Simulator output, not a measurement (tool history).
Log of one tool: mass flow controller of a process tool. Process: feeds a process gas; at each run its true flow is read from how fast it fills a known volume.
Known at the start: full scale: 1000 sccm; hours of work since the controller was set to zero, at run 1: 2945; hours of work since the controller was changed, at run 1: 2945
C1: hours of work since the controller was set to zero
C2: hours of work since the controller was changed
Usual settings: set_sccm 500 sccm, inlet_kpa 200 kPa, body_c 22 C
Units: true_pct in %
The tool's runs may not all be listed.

Run 1, hour 0.0: usual settings; C1 2945; C2 2945. Result: true_pct 95.73 %.
Run 2, hour 322.5: usual settings; C1 3156; C2 3156. Result: true_pct 95.66 %.
Run 3, hour 610.7: usual settings; C1 3345; C2 3345. Result: true_pct 95.46 %.
Run 4, hour 1050.0: usual settings but inlet_kpa 153 kPa; C1 3632; C2 3632. Result: true_pct 95.29 %.
Run 5, hour 1305.3: usual settings but inlet_kpa 153 kPa, body_c 27 C; C1 3799; C2 3799. Result: true_pct 95.42 %.
Run 6, hour 1665.9: usual settings but inlet_kpa 153 kPa, body_c 27 C; C1 4035; C2 4035. Result: true_pct 95.29 %.
Run 7, hour 1906.6: usual settings but inlet_kpa 172 kPa; C1 4192; C2 4192. Result: true_pct 94.72 %.
Run 8, hour 2163.5: usual settings but inlet_kpa 172 kPa; C1 4360; C2 4360. Result: true_pct 94.51 %.
Run 9, hour 2554.6: usual settings but inlet_kpa 172 kPa; C1 4616; C2 4616. Result: true_pct 94.25 %.
Run 10, hour 3015.5: usual settings but inlet_kpa 172 kPa; C1 4917; C2 4917. Result: true_pct 93.92 %.
Run 11, hour 3231.2: usual settings but inlet_kpa 172 kPa; C1 5058; C2 5058. Result: true_pct 93.84 %.
At hour 3596.7: controller exchanged for a calibrated one.
Run 12, hour 3596.7: usual settings but inlet_kpa 172 kPa; C1 0; C2 0. Result: true_pct 98.98 %.
Run 13, hour 3974.7: usual settings but inlet_kpa 255 kPa; C1 247; C2 247. Result: true_pct 98.51 %.
Run 14, hour 4361.1: usual settings but inlet_kpa 255 kPa; C1 500; C2 500. Result: true_pct 98.28 %.
Run 15, hour 4607.2: usual settings but inlet_kpa 255 kPa; C1 661; C2 661. Result: true_pct 98.02 %.
Run 16, hour 5076.9: usual settings but inlet_kpa 255 kPa; C1 968; C2 968. Result: true_pct 97.90 %.
Run 17, hour 5561.9: usual settings but inlet_kpa 255 kPa; C1 1285; C2 1285. Result: true_pct 97.46 %.
Run 18, hour 5971.4: usual settings but inlet_kpa 255 kPa; C1 1553; C2 1553. Result: true_pct 97.31 %.
Run 19, hour 6342.4: usual settings but inlet_kpa 255 kPa; C1 1795; C2 1795. Result: true_pct 97.02 %.
Run 20, hour 6756.9: usual settings but body_c 25 C; C1 2066; C2 2066. Result: true_pct 96.94 %.
Run 21, hour 7245.5: usual settings but body_c 25 C; C1 2386; C2 2386. Result: true_pct 96.72 %.
Run 22, hour 7606.0: usual settings but inlet_kpa 240 kPa, body_c 25 C; C1 2622; C2 2622. Result: true_pct 96.52 %.
Run 23, hour 7900.8: usual settings but set_sccm 164 sccm, body_c 32 C; C1 2814; C2 2814. Result: true_pct 93.86 %.
At hour 7938.9: controller's zero set anew.
Run 24, hour 8128.5: usual settings but set_sccm 430 sccm; C1 124; C2 2963. Result: true_pct 95.12 %.
Run 25, hour 8570.3: usual settings but set_sccm 250 sccm, body_c 28 C; C1 413; C2 3252. Result: true_pct 93.49 %.
At hour 8964.7: controller's zero set anew, once more.
Run 26, hour 8995.9: usual settings but set_sccm 664 sccm, inlet_kpa 149 kPa, body_c 31 C; C1 20; C2 3530. Result: true_pct 98.03 %.
Run 27, hour 9259.4: usual settings but set_sccm 664 sccm, inlet_kpa 149 kPa, body_c 31 C; C1 193; C2 3702. Result: true_pct 97.83 %.
Run 28, hour 9561.9: usual settings but set_sccm 123 sccm, inlet_kpa 170 kPa, body_c 21 C; C1 391; C2 3900. Result: true_pct 95.13 %.
Run 29, hour 10051.0: usual settings but inlet_kpa 199 kPa; C1 710; C2 4220. Result: true_pct 96.21 %.
Run 30, hour 10346.3: usual settings but inlet_kpa 242 kPa, body_c 28 C; C1 903; C2 4413. Result: true_pct 96.39 %.
Run 31, hour 10847.5: usual settings but set_sccm 666 sccm, body_c 25 C; C1 1231; C2 4740. Result: true_pct 96.30 %.
Run 32, hour 11197.9: usual settings but set_sccm 681 sccm, inlet_kpa 196 kPa, body_c 25 C; C1 1460; C2 4970. Result: true_pct 96.16 %.
Run 33, hour 11636.8: usual settings but body_c 33 C; C1 1747; C2 5257. Result: true_pct 96.01 %.
At hour 11696.5: controller exchanged for a calibrated one.
Run 34, hour 12138.9: usual settings but body_c 33 C; C1 289; C2 289. Result: true_pct 99.43 %.
Run 35, hour 12594.4: usual settings but body_c 33 C; C1 587; C2 587. Result: true_pct 99.07 %.
Run 36, hour 12840.7: usual settings but set_sccm 121 sccm; C1 748; C2 748. Result: true_pct 96.02 %.
Run 37, hour 13328.7: usual settings but set_sccm 471 sccm, inlet_kpa 227 kPa; C1 1067; C2 1067. Result: true_pct 97.45 %.
Run 38, hour 13790.3: usual settings but set_sccm 471 sccm, inlet_kpa 227 kPa; C1 1369; C2 1369. Result: true_pct 97.19 %.
Run 39, hour 14193.5: usual settings but set_sccm 471 sccm, inlet_kpa 227 kPa; C1 1633; C2 1633. Result: true_pct 96.85 %.
Run 40, hour 14550.0: usual settings but inlet_kpa 158 kPa; C1 1866; C2 1866. Result: true_pct 96.79 %.
Run 41, hour 14956.4: usual settings but set_sccm 409 sccm, inlet_kpa 144 kPa; C1 2132; C2 2132. Result: true_pct 96.35 %.
Run 42, hour 15224.4: usual settings but set_sccm 464 sccm, inlet_kpa 188 kPa; C1 2307; C2 2307. Result: true_pct 96.22 %.
Run 43, hour 15530.5: usual settings but set_sccm 464 sccm, inlet_kpa 188 kPa; C1 2507; C2 2507. Result: true_pct 95.95 %.
Run 44, hour 15892.2: usual settings but set_sccm 228 sccm; C1 2743; C2 2743. Result: true_pct 93.93 %.

Hidden state or all else? Some run-to-run changes of true_pct, split into what the settings, what came in and random variation would give without the hidden state, and what is left for the hidden state (with any gauge scatter that isn't in both results):
The hidden state here: flow at rest that the sensor doesn't see, % of full scale; true flow over the shown one, %; drift of the gauge itself on true_pct, %.
Run 11 -> 12: controller exchanged for a calibrated one. true_pct +5.14 %: hidden state +5.12, all else +0.02.
Run 25 -> 26: set_sccm 250 -> 664, inlet_kpa 200 -> 149, body_c 28 -> 31, controller's zero set anew, once more. true_pct +4.54 %: hidden state +3.32, all else +1.22.
Run 33 -> 34: controller exchanged for a calibrated one. true_pct +3.42 %: hidden state +3.38, all else +0.04.
